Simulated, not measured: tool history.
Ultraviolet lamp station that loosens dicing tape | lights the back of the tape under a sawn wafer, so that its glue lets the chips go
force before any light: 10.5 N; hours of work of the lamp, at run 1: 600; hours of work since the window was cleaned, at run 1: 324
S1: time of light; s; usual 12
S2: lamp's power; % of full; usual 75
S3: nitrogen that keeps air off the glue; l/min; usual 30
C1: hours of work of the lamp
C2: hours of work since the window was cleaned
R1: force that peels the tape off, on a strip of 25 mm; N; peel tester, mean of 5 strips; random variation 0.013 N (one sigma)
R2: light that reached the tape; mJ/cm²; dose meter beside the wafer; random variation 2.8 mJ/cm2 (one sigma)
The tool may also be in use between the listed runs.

Run 1, hour 0: usual settings; C1 600; C2 324. Result: R1 0.642 N, R2 383 mJ/cm².
Run 2, hour 70: usual settings; C1 629; C2 353. Result: R1 0.629 N, R2 377 mJ/cm².
Run 3, hour 137.5: usual settings; C1 656; C2 380. Result: R1 0.63 N, R2 381 mJ/cm².
Run 4, hour 204.7: usual settings; C1 684; C2 408. Result: R1 0.637 N, R2 383 mJ/cm².
At hour 218.7: window cleaned of glue's vapour.
Run 5, hour 239.6: usual settings; C1 698; C2 9. Result: R1 0.627 N, R2 381 mJ/cm².
Run 6, hour 285.6: usual settings; C1 716; C2 27. Result: R1 0.66 N, R2 381 mJ/cm².
Run 7, hour 324: usual settings; C1 732; C2 43. Result: R1 0.612 N, R2 385 mJ/cm².
Run 8, hour 375.8: usual settings; C1 753; C2 64. Result: R1 0.652 N, R2 384 mJ/cm².
Run 9, hour 442.2: usual settings; C1 780; C2 91. Result: R1 0.633 N, R2 382 mJ/cm².
Run 10, hour 503.5: usual settings; C1 805; C2 116. Result: R1 0.643 N, R2 386 mJ/cm².
Run 11, hour 566.7: usual settings but S3 54 l/min; C1 831; C2 142. Result: R1 0.406 N, R2 381 mJ/cm².
Run 12, hour 625.2: usual settings but S1 8 s; C1 855; C2 166. Result: R1 1.423 N, R2 256 mJ/cm².
Run 13, hour 662.9: usual settings but S1 8 s, S3 10 l/min; C1 870; C2 181. Result: R1 2.863 N, R2 252 mJ/cm².
Run 14, hour 708.3: usual settings but S1 6 s, S3 10 l/min; C1 889; C2 200. Result: R1 3.94 N, R2 194 mJ/cm².
Run 15, hour 750: usual settings but S1 6 s, S3 10 l/min; C1 906; C2 217. Result: R1 3.994 N, R2 191 mJ/cm².
Run 16, hour 806.7: usual settings but S1 6 s, S3 10 l/min; C1 929; C2 240. Result: R1 3.93 N, R2 189 mJ/cm².
Run 17, hour 853.1: usual settings but S1 6 s, S3 10 l/min; C1 948; C2 259. Result: R1 3.859 N, R2 190 mJ/cm².
Run 18, hour 890.5: usual settings but S1 6 s, S3 10 l/min; C1 963; C2 274. Result: R1 3.847 N, R2 192 mJ/cm².
Run 19, hour 924.7: usual settings but S1 6 s, S3 10 l/min; C1 977; C2 288. Result: R1 3.992 N, R2 190 mJ/cm².
Run 20, hour 986.3: usual settings but S1 6 s, S3 14 l/min; C1 1002; C2 313. Result: R1 3.5 N, R2 188 mJ/cm².
Run 21, hour 1047.2: usual settings but S1 14 s, S2 88 % of full, S3 16 l/min; C1 1027; C2 338. Result: R1 0.501 N, R2 523 mJ/cm².
Run 22, hour 1094.5: usual settings but S2 93 % of full, S3 18 l/min; C1 1047; C2 358. Result: R1 0.61 N, R2 471 mJ/cm².
Run 23, hour 1157.8: usual settings but S1 24 s, S2 69 % of full, S3 38 l/min; C1 1073; C2 384. Result: R1 0.174 N, R2 704 mJ/cm².
Run 24, hour 1196.6: usual settings but S1 21 s, S2 79 % of full, S3 31 l/min; C1 1088; C2 399. Result: R1 0.178 N, R2 702 mJ/cm².
At hour 1232.7: window cleaned of glue's vapour.
Run 25, hour 1237.8: usual settings but S2 83 % of full, S3 16 l/min; C1 1105; C2 2. Result: R1 0.848 N, R2 422 mJ/cm².
Run 26, hour 1268.6: usual settings but S2 83 % of full, S3 16 l/min; C1 1118; C2 15. Result: R1 0.87 N, R2 425 mJ/cm².
Run 27, hour 1308.4: usual settings but S2 67 % of full, S3 16 l/min; C1 1134; C2 31. Result: R1 1.336 N, R2 343 mJ/cm².
Run 28, hour 1369.1: usual settings but S1 20 s, S2 99 % of full, S3 47 l/min; C1 1159; C2 56. Result: R1 0.145 N, R2 839 mJ/cm².
Run 29, hour 1402.8: usual settings but S1 22 s, S3 36 l/min; C1 1172; C2 69. Result: R1 0.172 N, R2 694 mJ/cm².
Run 30, hour 1441.2: usual settings but S1 8 s, S2 67 % of full, S3 22 l/min; C1 1188; C2 85. Result: R1 2.104 N, R2 229 mJ/cm².
Run 31, hour 1490.7: usual settings but S1 21 s, S2 89 % of full, S3 45 l/min; C1 1208; C2 105. Result: R1 0.155 N, R2 797 mJ/cm².
Run 32, hour 1520: usual settings but S1 19 s, S2 63 % of full, S3 43 l/min; C1 1220; C2 117. Result: R1 0.248 N, R2 509 mJ/cm².
Run 33, hour 1570.6: usual settings but S1 8 s; C1 1241; C2 138. Result: R1 1.447 N, R2 252 mJ/cm².
Run 34, hour 1604.2: usual settings but S1 8 s; C1 1255; C2 152. Result: R1 1.478 N, R2 262 mJ/cm².
Run 35, hour 1659.5: usual settings but S1 8 s, S2 99 % of full; C1 1277; C2 174. Result: R1 0.844 N, R2 337 mJ/cm².
Run 36, hour 1709.8: usual settings but S2 61 % of full, S3 37 l/min; C1 1298; C2 195. Result: R1 0.866 N, R2 310 mJ/cm².
Run 37, hour 1754.3: usual settings but S1 17 s, S2 61 % of full, S3 15 l/min; C1 1316; C2 213. Result: R1 0.814 N, R2 438 mJ/cm².

Forecast each of these 4 alternatives for the next run:
Run A, hour 1796.4: usual settings but S1 18 s, S2 78 % of full, S3 15 l/min; C1 1333; C2 230. Result: R1 ?, R2 ?.
Run B, hour 1796.4: usual settings but S1 18 s, S2 64 % of full, S3 14 l/min; C1 1333; C2 230. Result: R1 ?, R2 ?.
Run C, hour 1796.4: usual settings but S1 17 s, S2 99 % of full, S3 33 l/min; C1 1333; C2 230. Result: R1 ?, R2 ?.
Run D, hour 1796.4: usual settings but S3 22 l/min; C1 1333; C2 230. Result: R1 ?, R2 ?.

run     R1   R2
  A   0.41  599
  B  0.688  487
  C  0.172  714
  D  0.791  380
Without the tool's hidden state the same runs would have given:
run     R1   R2
  A  0.407  601
  B  0.683  489
  C  0.171  716
  D  0.785  381
